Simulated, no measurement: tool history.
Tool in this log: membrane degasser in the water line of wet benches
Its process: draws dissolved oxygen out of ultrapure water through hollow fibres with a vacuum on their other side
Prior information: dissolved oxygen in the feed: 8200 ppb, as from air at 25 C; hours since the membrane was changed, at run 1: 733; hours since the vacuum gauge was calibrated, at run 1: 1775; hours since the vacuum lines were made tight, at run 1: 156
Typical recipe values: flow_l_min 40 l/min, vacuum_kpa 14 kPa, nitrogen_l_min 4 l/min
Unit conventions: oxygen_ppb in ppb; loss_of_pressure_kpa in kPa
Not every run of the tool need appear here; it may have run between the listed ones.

run,day,flow_l_min,vacuum_kpa,nitrogen_l_min,hours since the membrane was changed,hours since the vacuum gauge was calibrated,hours since the vacuum lines were made tight,oxygen_ppb,loss_of_pressure_kpa
1,0,40,14,4,733,1775,156,333.5,64.14
2,1,40,14,3.27,757,1799,180,386.8,64.11
3,1.996,40,14,3.27,781,1823,204,384.9,64.07
4,2.783,40,11.8,4,800,1842,223,291,63.88
# day 2.917: vacuum gauge calibrated
5,3.617,40,11.8,4,819,17,242,289.4,63.95
6,4.55,45,14,4,842,39,264,408.4,71.98
7,6.242,40,14,4,882,80,305,335.1,64.19
8,7.404,44,21.3,3.65,910,108,333,605.7,70.55
9,8.921,39,14,10.66,947,144,369,180,62.91
10,9.725,40,17.5,4,966,163,389,413.7,63.85
11,11.275,28,14,1.97,1003,201,426,361.8,44.75
12,12.421,38,8.6,4.57,1031,228,453,184.2,61.03
13,13.212,38,8.6,4.57,1050,247,472,183.9,60.94

Here are 4 independent what-if runs from the current tool condition. What would each one return?
# day 13.333: vacuum gauge calibrated, once more
A,14.483,52,9,4.57,1080,28,502,?,?
# day 13.333: vacuum gauge calibrated, once more
B,14.483,29,14,4,1080,28,502,?,?
# day 13.333: vacuum gauge calibrated, once more
C,14.483,38,21.7,10.16,1080,28,502,?,?
# day 13.333: vacuum gauge calibrated, once more
D,14.483,31,32.7,9.27,1080,28,502,?,?

run,oxygen_ppb,loss_of_pressure_kpa
A,370.3,83.49
B,201.7,46.78
C,242,61.12
D,271.8,49.86
Without the tool's unlogged condition, the same runs would have read:
run,oxygen_ppb,loss_of_pressure_kpa
A,363.9,82.78
B,200.5,46.38
C,238.8,60.59
D,269.8,49.44
